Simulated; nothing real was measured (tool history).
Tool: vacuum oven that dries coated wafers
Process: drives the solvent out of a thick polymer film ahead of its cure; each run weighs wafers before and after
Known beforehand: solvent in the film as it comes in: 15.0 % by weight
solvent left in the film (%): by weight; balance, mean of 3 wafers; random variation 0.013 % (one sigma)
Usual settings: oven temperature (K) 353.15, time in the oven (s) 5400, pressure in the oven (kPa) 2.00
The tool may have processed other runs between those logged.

| run | hour | oven temperature (K) | time in the oven (s) | pressure in the oven (kPa) | solvent left in the film (%) |
|---|---|---|---|---|---|
| 1 | 0.0 | 353.15 | 5400 | 2.00 | 1.14 |
| 2 | 47.0 | 353.15 | 8400 | 2.00 | 0.76 |
| 3 | 87.8 | 353.15 | 8400 | 2.00 | 0.73 |
| 4 | 111.2 | 353.15 | 8400 | 2.00 | 0.76 |
| 5 | 138.1 | 353.15 | 8400 | 2.00 | 0.76 |
| 6 | 164.1 | 353.15 | 8400 | 2.00 | 0.76 |
| 7 | 206.0 | 353.15 | 3540 | 2.00 | 2.03 |
| 8 | 231.7 | 353.15 | 3540 | 2.00 | 2.06 |
| 9 | 275.6 | 353.15 | 3540 | 2.00 | 2.03 |
| 10 | 304.7 | 353.15 | 3540 | 2.00 | 2.03 |
| 11 | 330.1 | 353.15 | 3540 | 2.00 | 2.02 |
| 12 | 356.4 | 353.15 | 3540 | 2.00 | 2.04 |
| 13 | 403.4 | 353.15 | 3540 | 2.00 | 2.03 |
| 14 | 426.2 | 353.15 | 6120 | 2.00 | 0.95 |
| 15 | 454.0 | 353.15 | 3360 | 4.16 | 2.85 |
| 16 | 483.7 | 353.15 | 7440 | 4.16 | 1.54 |
| 17 | 526.4 | 353.15 | 5160 | 2.00 | 1.20 |
| 18 | 551.0 | 353.15 | 5160 | 2.00 | 1.19 |
| 19 | 600.0 | 353.15 | 5160 | 2.00 | 1.19 |
| 20 | 642.7 | 353.15 | 5160 | 6.51 | 2.66 |
| 21 | 680.5 | 340.15 | 2940 | 1.15 | 5.38 |
|  | 696.5 | oven's thermocouples calibrated |
| 22 | 720.1 | 346.15 | 2760 | 1.15 | 4.16 |
| 23 | 750.3 | 338.15 | 5400 | 1.51 | 3.55 |
| 24 | 801.2 | 346.15 | 5820 | 1.66 | 1.72 |
| 25 | 829.6 | 346.15 | 5820 | 1.66 | 1.75 |
| 26 | 855.4 | 366.15 | 3300 | 2.27 | 0.74 |
| 27 | 889.3 | 352.15 | 5400 | 2.00 | 1.26 |

Each row is a separate what-if for the run after 27, all from the same tool condition, not one after another. Results?
| A | 911.0 | 339.15 | 5100 | 2.00 | ? |
| B | 911.0 | 350.15 | 5400 | 2.00 | ? |
| C | 911.0 | 353.15 | 5400 | 7.99 | ? |
| D | 911.0 | 352.15 | 9480 | 2.00 | ? |
| E | 911.0 | 367.15 | 9060 | 1.10 | ? |

| run | solvent left in the film (%) |
|---|---|
| A | 3.75 |
| B | 1.47 |
| C | 3.09 |
| D | 0.76 |
| E | 0.22 |
Without the tool's unlogged condition, the same runs would have read:
| run | solvent left in the film (%) |
|---|---|
| A | 3.75 |
| B | 1.47 |
| C | 3.10 |
| D | 0.76 |
| E | 0.22 |
